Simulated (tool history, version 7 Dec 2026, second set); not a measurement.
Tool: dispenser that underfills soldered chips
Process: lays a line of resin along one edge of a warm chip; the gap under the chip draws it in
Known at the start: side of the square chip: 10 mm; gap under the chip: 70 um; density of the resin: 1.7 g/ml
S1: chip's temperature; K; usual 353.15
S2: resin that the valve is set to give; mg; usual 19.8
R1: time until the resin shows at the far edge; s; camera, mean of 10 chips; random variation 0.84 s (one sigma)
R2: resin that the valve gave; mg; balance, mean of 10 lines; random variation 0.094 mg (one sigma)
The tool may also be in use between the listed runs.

| run | hour | S1 | S2 | R1 | R2 |
|---|---|---|---|---|---|
| 1 | 0.0 | 353.15 | 19.8 | 100.3 | 18.87 |
|  | 7.6 | new syringe of resin |
| 2 | 8.8 | 353.15 | 20.6 | 79.2 | 19.48 |
| 3 | 19.5 | 353.15 | 20.6 | 131.3 | 19.62 |
|  | 21.1 | new syringe of resin |
|  | 22.1 | dispensing valve cleaned and set on the balance |
| 4 | 32.5 | 353.15 | 19.8 | 121.2 | 19.84 |
|  | 35.4 | new syringe of resin |
| 5 | 42.9 | 353.15 | 19.8 | 106.7 | 19.64 |
|  | 49.2 | new syringe of resin |
| 6 | 51.9 | 353.15 | 20.7 | 84.2 | 20.42 |
|  | 62.9 | new syringe of resin |
| 7 | 62.9 | 353.15 | 24.0 | 72.4 | 23.44 |
| 8 | 73.3 | 353.15 | 24.0 | 120.5 | 23.36 |
|  | 76.1 | new syringe of resin |
| 9 | 82.7 | 353.15 | 24.0 | 101.1 | 22.86 |
|  | 89.0 | new syringe of resin |
| 10 | 94.8 | 353.15 | 24.0 | 97.9 | 22.96 |
|  | 102.2 | new syringe of resin |
| 11 | 105.5 | 353.15 | 24.0 | 86.7 | 22.71 |
|  | 113.8 | dispensing valve cleaned and set on the balance |
| 12 | 114.0 | 363.15 | 19.8 | 77.0 | 20.03 |
|  | 116.1 | new syringe of resin |
| 13 | 120.1 | 363.15 | 19.8 | 55.0 | 19.71 |
| 14 | 126.6 | 363.15 | 19.8 | 75.3 | 19.78 |
|  | 129.7 | new syringe of resin |
| 15 | 137.1 | 363.15 | 19.8 | 64.7 | 19.50 |
|  | 142.7 | new syringe of resin |
| 16 | 149.2 | 353.15 | 21.1 | 98.6 | 20.54 |
|  | 155.8 | new syringe of resin |
| 17 | 156.3 | 353.15 | 21.1 | 73.9 | 20.36 |
| 18 | 161.8 | 365.15 | 19.4 | 56.5 | 18.80 |
|  | 169.2 | new syringe of resin |
| 19 | 169.3 | 343.15 | 21.9 | 116.2 | 21.07 |
| 20 | 179.6 | 340.15 | 23.8 | 219.6 | 22.71 |
|  | 182.2 | new syringe of resin |
| 21 | 186.3 | 339.15 | 18.8 | 177.5 | 18.08 |
|  | 195.4 | new syringe of resin |
| 22 | 195.4 | 354.15 | 18.6 | 68.4 | 17.65 |
|  | 205.6 | dispensing valve cleaned and set on the balance |
| 23 | 205.6 | 356.15 | 19.8 | 96.8 | 19.99 |
|  | 209.8 | new syringe of resin |
| 24 | 212.3 | 344.15 | 21.5 | 124.2 | 21.43 |
| 25 | 222.2 | 360.15 | 17.3 | 96.0 | 17.08 |
|  | 223.5 | new syringe of resin |
| 26 | 230.3 | 363.15 | 24.5 | 60.2 | 24.14 |
|  | 236.6 | new syringe of resin |
| 27 | 236.6 | 363.15 | 24.5 | 44.0 | 24.00 |
| 28 | 244.4 | 363.15 | 24.5 | 65.0 | 23.67 |
|  | 250.2 | new syringe of resin |
| 29 | 255.3 | 345.15 | 24.5 | 133.0 | 23.80 |
|  | 263.2 | new syringe of resin |
| 30 | 265.9 | 351.15 | 18.2 | 89.3 | 17.45 |
| 31 | 274.8 | 361.15 | 21.5 | 85.2 | 20.65 |
|  | 276.6 | new syringe of resin |
| 32 | 286.3 | 361.15 | 19.5 | 81.1 | 18.47 |
|  | 289.9 | new syringe of resin |
| 33 | 296.2 | 361.15 | 19.5 | 65.4 | 18.32 |
|  | 298.4 | dispensing valve cleaned and set on the balance |
|  | 303.8 | new syringe of resin |
| 34 | 308.8 | 355.15 | 21.9 | 81.2 | 21.81 |

4 ways to go on from here, each from the tool as it stands after run 34. What would each give?
|  | 316.6 | new syringe of resin |
| A | 316.6 | 350.15 | 17.3 | ? | ? |
|  | 316.6 | new syringe of resin |
| B | 316.6 | 339.15 | 25.3 | ? | ? |
|  | 316.6 | new syringe of resin |
| C | 316.6 | 367.15 | 19.9 | ? | ? |
|  | 316.6 | new syringe of resin |
| D | 316.6 | 353.15 | 25.4 | ? | ? |

| run | R1 | R2 |
|---|---|---|
| A | 84.7 | 17.09 |
| B | 136.5 | 25.01 |
| C | 36.5 | 19.89 |
| D | 69.6 | 25.29 |
Without the tool's hidden state the same runs would have given:
| run | R1 | R2 |
|---|---|---|
| A | 95.3 | 17.29 |
| B | 155.0 | 25.30 |
| C | 40.7 | 20.12 |
| D | 78.3 | 25.58 |

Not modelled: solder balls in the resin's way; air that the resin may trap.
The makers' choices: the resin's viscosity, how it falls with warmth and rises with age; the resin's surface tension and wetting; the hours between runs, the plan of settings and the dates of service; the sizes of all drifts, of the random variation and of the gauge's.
